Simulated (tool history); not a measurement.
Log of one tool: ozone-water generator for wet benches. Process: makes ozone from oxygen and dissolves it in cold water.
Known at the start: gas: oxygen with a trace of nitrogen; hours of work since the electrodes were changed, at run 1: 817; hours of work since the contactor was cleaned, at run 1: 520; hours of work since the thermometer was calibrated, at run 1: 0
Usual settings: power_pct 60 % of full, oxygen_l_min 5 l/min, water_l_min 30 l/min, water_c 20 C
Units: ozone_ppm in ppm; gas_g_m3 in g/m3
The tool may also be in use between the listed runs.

| run | hour | power_pct | oxygen_l_min | water_l_min | water_c | hours of work since the electrodes were changed | hours of work since the contactor was cleaned | hours of work since the thermometer was calibrated | ozone_ppm | gas_g_m3 |
|---|---|---|---|---|---|---|---|---|---|---|
| 1 | 0 | 60 | 5 | 30 | 20 | 817 | 520 | 0 | 19.7 | 221.4 |
| 2 | 124.2 | 60 | 5 | 30 | 20 | 915 | 618 | 99 | 19.6 | 220.4 |
| 3 | 234.1 | 60 | 5 | 30 | 20 | 1002 | 705 | 186 | 19.8 | 218.8 |
| 4 | 342 | 60 | 5 | 30 | 20 | 1088 | 791 | 271 | 19.6 | 221.7 |
| 5 | 415.6 | 60 | 5 | 30 | 20 | 1146 | 849 | 330 | 19.9 | 221.6 |
| 6 | 541.2 | 60 | 5 | 30 | 20 | 1246 | 949 | 429 | 19.9 | 218.9 |
| 7 | 646.1 | 60 | 5 | 30 | 20 | 1329 | 1032 | 513 | 19.5 | 218.6 |
| 8 | 727.2 | 60 | 5 | 30 | 20 | 1393 | 1097 | 577 | 19.5 | 218.6 |
| 9 | 812.8 | 60 | 5 | 30 | 20 | 1461 | 1164 | 645 | 19.6 | 220.2 |
| 10 | 963.3 | 64 | 5 | 30 | 20 | 1581 | 1284 | 764 | 20.7 | 228.4 |
| 11 | 1078.3 | 64 | 5 | 30 | 20 | 1672 | 1375 | 855 | 20.6 | 228.3 |
| 12 | 1142.1 | 64 | 5 | 30 | 20 | 1722 | 1426 | 906 | 20.4 | 225.9 |
| 13 | 1216.6 | 64 | 5 | 30 | 20 | 1782 | 1485 | 965 | 20.1 | 224.5 |
| 14 | 1300.6 | 64 | 5 | 30 | 20 | 1848 | 1551 | 1032 | 20.8 | 228.1 |
| 15 | 1454.4 | 60 | 5 | 46 | 20 | 1970 | 1673 | 1154 | 13.6 | 216.5 |
| 16 | 1520.4 | 60 | 5 | 30 | 20 | 2023 | 1726 | 1206 | 19.8 | 218.2 |
| 17 | 1669.1 | 60 | 5 | 31 | 20 | 2141 | 1844 | 1324 | 19 | 218.1 |
| 18 | 1785.1 | 97 | 5.32 | 36 | 20 | 2233 | 1936 | 1416 | 23.3 | 284.7 |
| 19 | 1925.7 | 97 | 5.32 | 36 | 20 | 2344 | 2047 | 1528 | 23.3 | 284.7 |
| 20 | 2083.6 | 41 | 3.24 | 21 | 18 | 2469 | 2172 | 1653 | 20.1 | 218.8 |
| 21 | 2167.6 | 77 | 3.05 | 19 | 12 | 2536 | 2239 | 1719 | 35.6 | 346.9 |
| 22 | 2298.3 | 77 | 3.05 | 19 | 14 | 2640 | 2343 | 1823 | 35.1 | 346.2 |
| 23 | 2387 | 77 | 3.05 | 19 | 14 | 2710 | 2413 | 1893 | 35 | 345.7 |
| 24 | 2480.2 | 77 | 3.05 | 19 | 14 | 2784 | 2487 | 1967 | 34.5 | 349.5 |
|  | 2543.1 | gauge calibrated |
| 25 | 2551.6 | 75 | 2.51 | 30 | 20 | 2841 | 2544 | 2024 | 21.7 | 397 |
| 26 | 2644.9 | 47 | 2.51 | 30 | 12 | 2915 | 2618 | 2098 | 16.6 | 287.2 |
| 27 | 2747 | 53 | 5.7 | 30 | 12 | 2996 | 2699 | 2179 | 20 | 186.6 |
| 28 | 2858.5 | 60 | 5 | 30 | 16 | 3084 | 2787 | 2267 | 20.6 | 221.4 |
| 29 | 2996.8 | 92 | 3.55 | 18 | 23 | 3194 | 2897 | 2377 | 37.2 | 364.3 |
| 30 | 3105 | 92 | 3.55 | 18 | 23 | 3280 | 2983 | 2463 | 37.1 | 365.7 |
| 31 | 3251.1 | 92 | 3.55 | 18 | 23 | 3395 | 3099 | 2579 | 36.7 | 364.8 |
| 32 | 3333.6 | 92 | 3.55 | 18 | 23 | 3461 | 3164 | 2644 | 37.3 | 360.2 |

Measured less the same run without the tool's hidden state. The same run-to-run variation is in both; the gauge's scatter may not be:
The hidden state here: yield of the discharge, % of new electrodes'; contactor's efficiency, % of a clean one's; true water temperature over the reading, C; drift of the gauge itself on ozone_ppm, %; drift of the gauge itself on gas_g_m3, %.
| run | gas_g_m3 |
|---|---|
| 1 | +0 |
| 2 | -0.3 |
| 3 | -0.6 |
| 4 | -0.9 |
| 5 | -1 |
| 6 | -1.4 |
| 7 | -1.6 |
| 8 | -1.8 |
| 9 | -2.1 |
| 10 | -2.5 |
| 11 | -2.8 |
| 12 | -3 |
| 13 | -3.2 |
| 14 | -3.4 |
| 15 | -3.6 |
| 16 | -3.8 |
| 17 | -4.1 |
| 18 | -5.8 |
| 19 | -6.4 |
| 20 | -5.3 |
| 21 | -8.7 |
| 22 | -9.2 |
| 23 | -9.6 |
| 24 | -10 |
| 25 | -0.1 |
| 26 | -0.3 |
| 27 | -0.5 |
| 28 | -0.8 |
| 29 | -1.9 |
| 30 | -2.4 |
| 31 | -3 |
| 32 | -3.4 |
ozone_ppm: within 0.1 ppm of the measured result in every run.
